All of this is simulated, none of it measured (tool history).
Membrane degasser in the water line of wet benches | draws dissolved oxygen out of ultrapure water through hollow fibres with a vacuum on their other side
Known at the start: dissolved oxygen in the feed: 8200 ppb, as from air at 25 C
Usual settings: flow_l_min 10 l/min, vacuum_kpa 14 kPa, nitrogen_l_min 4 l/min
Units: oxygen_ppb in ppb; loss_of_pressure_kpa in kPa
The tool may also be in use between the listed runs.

run	hour	flow_l_min	vacuum_kpa	nitrogen_l_min	oxygen_ppb	loss_of_pressure_kpa
1	0	10	14	4	317.9	55.47
2	32	10	14	4	313.5	55.42
3	64.1	11	14	4	365	60.84
4	110.8	10	30	4	408.4	55.58
5	151	10	30	4	407.4	55.38
6	174.1	10	32.1	4	415	55.28
7	207.9	10	32.1	4	423.2	55.57
8	244.4	10	32.1	4	416.8	55.77
9	283.7	10	14	5.96	297.2	55.42
10	322.9	10	14	5.96	292.3	55.28
11	374.9	10	16.2	5.96	298.4	55.34
12	417	10	14	9.74	278.2	55.59
13	451.5	10	14	2.15	361.1	55.31
14	501.8	10	14	4	312.3	55.61
15	543.9	10	14	4	313.1	55.42
16	574.3	10	14	6.2	292.2	55.51
17	608.3	10	14	6.2	295.7	55.32
18	652.7	7	25.5	4	217	38.95
19	683.4	8	27.5	4	280.7	44.56
20	715.5	8	27.5	4	281.4	44.37
21	738.4	11	19.9	4.37	390.1	61.35
# hour 741: vacuum gauge calibrated
22	771.4	11	19.9	4.37	391.9	60.9
23	818.7	10	18.5	5.87	310	55.81
24	858.5	15	13.9	9.56	514.7	83.62
# hour 892.1: vacuum gauge calibrated, once more
25	892.9	7	11.5	4	161.3	38.84
26	930.4	7	11.5	4	158.2	38.9
27	960.9	7	11.5	8.54	139.9	38.54
28	991.6	13	18.1	4	509	72.4
29	1027.1	13	18.1	4	495.9	72.05
30	1057.7	11	8.5	4	325.9	60.76
31	1082	10	14	9.27	272.3	55.38

Measured less the same run without the tool's hidden state. The same run-to-run variation is in both; the gauge's scatter may not be:
The hidden state here: membrane still open, %; true pressure behind the membrane over the reading, kPa; air that leaks in behind the membrane, l/min; drift of the gauge itself on oxygen_ppb, %; drift of the gauge itself on loss_of_pressure_kpa, %.
run	oxygen_ppb	loss_of_pressure_kpa
1	+3.7	+0.14
2	+3.6	+0.14
3	+4	+0.17
4	+5.6	+0.16
5	+5.7	+0.16
6	+5.9	+0.16
7	+6.2	+0.17
8	+6.2	+0.17
9	+3.9	+0.17
10	+3.9	+0.18
11	+4.2	+0.19
12	+3.8	+0.19
13	+5.8	+0.2
14	+4.8	+0.2
15	+4.9	+0.21
16	+4.4	+0.21
17	+4.6	+0.22
18	+5.3	+0.16
19	+6.1	+0.18
20	+6.3	+0.19
21	+6.3	+0.26
22	+6.7	+0.27
23	+5.6	+0.25
24	+6.9	+0.37
25	+3.3	+0.18
26	+3.4	+0.18
27	+2.9	+0.18
28	+7.4	+0.35
29	+7.4	+0.35
30	+5.2	+0.3
31	+4.8	+0.28
